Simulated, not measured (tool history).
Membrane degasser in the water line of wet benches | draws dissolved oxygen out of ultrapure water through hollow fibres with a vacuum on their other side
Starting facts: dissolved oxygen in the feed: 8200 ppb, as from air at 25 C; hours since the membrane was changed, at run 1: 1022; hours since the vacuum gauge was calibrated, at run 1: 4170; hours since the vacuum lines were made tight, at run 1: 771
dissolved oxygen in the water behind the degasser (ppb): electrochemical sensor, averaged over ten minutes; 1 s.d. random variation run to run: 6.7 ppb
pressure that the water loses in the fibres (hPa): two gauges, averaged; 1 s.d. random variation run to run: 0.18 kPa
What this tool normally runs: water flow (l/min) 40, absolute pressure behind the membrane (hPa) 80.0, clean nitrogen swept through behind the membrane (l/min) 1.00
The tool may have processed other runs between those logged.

run   hour  water flow (l/min)  absolute pressure behind the membrane (hPa)  clean nitrogen swept through behind the membrane (l/min)  hours since the membrane was changed  hours since the vacuum gauge was calibrated  hours since the vacuum lines were made tight  dissolved oxygen in the water behind the degasser (ppb)  pressure that the water loses in the fibres (hPa)
  1    0.0                  40                                         80.0                                                      1.00                                  1022                                         4170                                           771                                                    675.2                                              327.9
  2   28.0                  40                                         88.9                                                      1.00                                  1050                                         4198                                           799                                                    720.9                                              326.8
  3   71.5                  40                                         80.0                                                      1.51                                  1094                                         4242                                           842                                                    572.2                                              334.8
  4  104.1                  40                                         80.0                                                      1.51                                  1126                                         4274                                           875                                                    575.1                                              328.9
  5  124.1                  40                                         80.0                                                      1.51                                  1146                                         4294                                           895                                                    570.2                                              332.2
  6  167.3                  40                                         80.0                                                      1.00                                  1190                                         4338                                           938                                                    677.7                                              331.1
  7  212.2                  40                                         60.4                                                      0.50                                  1235                                         4383                                           983                                                    658.4                                              326.0
  8  237.7                  32                                         53.0                                                      0.64                                  1260                                         4408                                          1009                                                    376.2                                              265.2
  9  260.7                  32                                         53.0                                                      2.69                                  1283                                         4431                                          1032                                                    241.3                                              264.8

What will run 10 give?
 10  281.2                  32                                         53.0                                                      2.69                                  1304                                         4452                                          1052                                                        ?                                                  ?

Run 10 yielded dissolved oxygen in the water behind the degasser (ppb) 240.1, pressure that the water loses in the fibres (hPa) 264.5.
Take away the tool's hidden state, keep the run-to-run variation as it was, and the same run would have given dissolved oxygen in the water behind the degasser (ppb) 239.8, pressure that the water loses in the fibres (hPa) 264.4.

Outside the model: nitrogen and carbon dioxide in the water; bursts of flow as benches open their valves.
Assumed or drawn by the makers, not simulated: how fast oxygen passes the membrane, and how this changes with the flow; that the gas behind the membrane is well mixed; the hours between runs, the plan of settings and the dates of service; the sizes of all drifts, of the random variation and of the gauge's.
